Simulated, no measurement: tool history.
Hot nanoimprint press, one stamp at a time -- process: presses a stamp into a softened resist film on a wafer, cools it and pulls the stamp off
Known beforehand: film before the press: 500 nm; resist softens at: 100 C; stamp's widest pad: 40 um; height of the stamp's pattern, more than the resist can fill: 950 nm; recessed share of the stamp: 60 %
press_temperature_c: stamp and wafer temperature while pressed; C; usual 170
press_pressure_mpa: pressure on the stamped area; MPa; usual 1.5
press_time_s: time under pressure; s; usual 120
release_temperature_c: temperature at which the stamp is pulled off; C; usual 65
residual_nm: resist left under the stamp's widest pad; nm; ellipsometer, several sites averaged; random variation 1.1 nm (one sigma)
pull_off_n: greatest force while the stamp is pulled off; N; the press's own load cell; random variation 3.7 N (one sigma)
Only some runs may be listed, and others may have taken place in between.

| run | day | press_temperature_c | press_pressure_mpa | press_time_s | release_temperature_c | residual_nm | pull_off_n |
|---|---|---|---|---|---|---|---|
| 1 | 0 | 170 | 1.5 | 120 | 65 | 206.6 | 206 |
| 2 | 0.212 | 170 | 1.5 | 120 | 65 | 206 | 206 |
| 3 | 0.392 | 170 | 1.5 | 120 | 65 | 204.2 | 200 |
| 4 | 0.738 | 170 | 1.5 | 120 | 65 | 204.5 | 208 |
| 5 | 1.025 | 170 | 1.5 | 120 | 65 | 205.3 | 207 |
| 6 | 1.233 | 170 | 1.5 | 120 | 65 | 206.9 | 203 |
| 7 | 1.546 | 170 | 1.5 | 120 | 65 | 204 | 203 |
| 8 | 1.871 | 170 | 1.5 | 120 | 65 | 204.9 | 201 |
| 9 | 2.167 | 170 | 1.5 | 120 | 65 | 203.2 | 198 |
| 10 | 2.342 | 173 | 1.5 | 120 | 63 | 176.7 | 212 |
| 11 | 2.517 | 173 | 1.36 | 101 | 52 | 201.1 | 267 |
| 12 | 2.921 | 173 | 1.36 | 101 | 52 | 198.9 | 264 |
| 13 | 3.104 | 164 | 2.28 | 110 | 56 | 232.9 | 246 |
| 14 | 3.404 | 177 | 1.5 | 164 | 65 | 127.3 | 205 |
| 15 | 3.733 | 164 | 0.98 | 164 | 69 | 279.4 | 186 |
| 16 | 3.929 | 164 | 0.98 | 164 | 69 | 282.6 | 179 |
| 17 | 4.275 | 177 | 2.16 | 164 | 60 | 106.4 | 230 |

Some steps in residual_nm between neighbouring runs. How much of each would the tool show without its hidden state too (settings, what came in, random variation), and how much is left for the hidden state, with any gauge scatter that isn't in both results?
Hidden state at play: true temperature over the reading, C; pressure that arrives at the usual setting, %; grip of the stamp's worn release coat, % over a new coat's; drift of the gauge itself on residual_nm, %; drift of the gauge itself on pull_off_n, %.
Run 16 -> 17: press_temperature_c 164 -> 177, press_pressure_mpa 0.98 -> 2.16, release_temperature_c 69 -> 60. residual_nm -176.2 nm: hidden state +2.6, all else -178.8.
